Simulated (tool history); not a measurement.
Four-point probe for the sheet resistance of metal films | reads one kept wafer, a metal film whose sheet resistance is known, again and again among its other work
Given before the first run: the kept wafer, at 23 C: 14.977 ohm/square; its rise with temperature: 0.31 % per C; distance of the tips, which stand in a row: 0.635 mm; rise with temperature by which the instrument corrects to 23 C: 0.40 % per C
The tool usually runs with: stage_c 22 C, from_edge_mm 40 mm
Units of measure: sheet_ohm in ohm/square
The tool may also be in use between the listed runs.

{"run": 1, "hour": 0.0, "stage_c": 22, "from_edge_mm": 40, "sheet_ohm": 15.102411}
{"run": 2, "hour": 110.0, "stage_c": 22, "from_edge_mm": 42, "sheet_ohm": 15.107234}
{"run": 3, "hour": 228.9, "stage_c": 24, "from_edge_mm": 42, "sheet_ohm": 15.085064}
{"run": 4, "hour": 292.7, "stage_c": 24, "from_edge_mm": 42, "sheet_ohm": 15.08566}
{"run": 5, "hour": 414.6, "stage_c": 22, "from_edge_mm": 28, "sheet_ohm": 15.117144}
{"run": 6, "hour": 489.8, "stage_c": 23, "from_edge_mm": 28, "sheet_ohm": 15.111749}
{"hour": 500.7, "done": "stage's thermometer calibrated"}
{"run": 7, "hour": 582.9, "stage_c": 22, "from_edge_mm": 13, "sheet_ohm": 15.159895}

For run 8, what comes out?
{"run": 8, "hour": 633.8, "stage_c": 29, "from_edge_mm": 20, "sheet_ohm": "?"}

{"run 8": {"sheet_ohm": 15.060144}}
Without the tool's hidden state the same run would have given sheet_ohm 14.915619 ohm/square.

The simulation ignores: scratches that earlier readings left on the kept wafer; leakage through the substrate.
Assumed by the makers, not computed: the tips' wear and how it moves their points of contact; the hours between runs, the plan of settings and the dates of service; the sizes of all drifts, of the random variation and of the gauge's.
